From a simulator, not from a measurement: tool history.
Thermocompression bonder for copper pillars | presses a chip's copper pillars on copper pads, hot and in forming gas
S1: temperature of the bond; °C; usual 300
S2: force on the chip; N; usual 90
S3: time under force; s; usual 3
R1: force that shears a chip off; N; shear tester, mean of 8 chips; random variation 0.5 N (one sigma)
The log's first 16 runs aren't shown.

| run | hour | S1 | S2 | S3 | R1 |
|---|---|---|---|---|---|
| 17 | 819.2 | 293 | 90 | 3 | 51 |
| 18 | 892.4 | 293 | 80 | 3 | 47.3 |
|  | 909.1 | forming gas filter changed |
|  | 944.2 | heater calibrated with a thermocouple chip |
| 19 | 945.6 | 300 | 90 | 7 | 68.9 |
| 20 | 986.1 | 300 | 103 | 3 | 57.6 |
| 21 | 1054.1 | 283 | 90 | 8 | 62 |
| 22 | 1121.4 | 283 | 90 | 8 | 61.2 |
|  | 1160.8 | force cell calibrated |
| 23 | 1198 | 324 | 100 | 2 | 61.1 |
| 24 | 1236.3 | 324 | 100 | 2 | 62.3 |
| 25 | 1291.2 | 324 | 100 | 2 | 62.4 |
| 26 | 1329.4 | 273 | 100 | 5 | 51.9 |
| 27 | 1405.2 | 300 | 90 | 8 | 69.7 |
| 28 | 1480.1 | 287 | 115 | 5 | 62.5 |
| 29 | 1551.5 | 286 | 102 | 3 | 51 |
| 30 | 1586.8 | 305 | 69 | 2 | 42.6 |
| 31 | 1641.2 | 300 | 68 | 4 | 50.1 |
|  | 1694.5 | forming gas filter changed |
| 32 | 1697.5 | 297 | 68 | 4 | 54.1 |
| 33 | 1736.1 | 297 | 68 | 4 | 53.4 |
| 34 | 1810.3 | 283 | 119 | 3 | 58.5 |
| 35 | 1880.7 | 311 | 111 | 3 | 70.5 |
| 36 | 1914.2 | 311 | 111 | 3 | 71 |
| 37 | 1969.1 | 311 | 111 | 3 | 68.7 |
| 38 | 2000.4 | 311 | 111 | 3 | 70.3 |
| 39 | 2037 | 311 | 111 | 3 | 69 |

5 ways to go on from here, each from the tool as it stands after run 39. What would each give?
| A | 2113 | 291 | 90 | 3 | ? |
| B | 2113 | 300 | 59 | 3 | ? |
| C | 2113 | 311 | 130 | 2 | ? |
| D | 2113 | 281 | 78 | 3 | ? |
| E | 2113 | 316 | 93 | 3 | ? |

| run | R1 |
|---|---|
| A | 53.9 |
| B | 44.9 |
| C | 68.3 |
| D | 44 |
| E | 66.1 |
Without the tool's hidden state the same runs would have given:
| run | R1 |
|---|---|
| A | 50.7 |
| B | 41.9 |
| C | 66.3 |
| D | 40.7 |
| E | 64.3 |

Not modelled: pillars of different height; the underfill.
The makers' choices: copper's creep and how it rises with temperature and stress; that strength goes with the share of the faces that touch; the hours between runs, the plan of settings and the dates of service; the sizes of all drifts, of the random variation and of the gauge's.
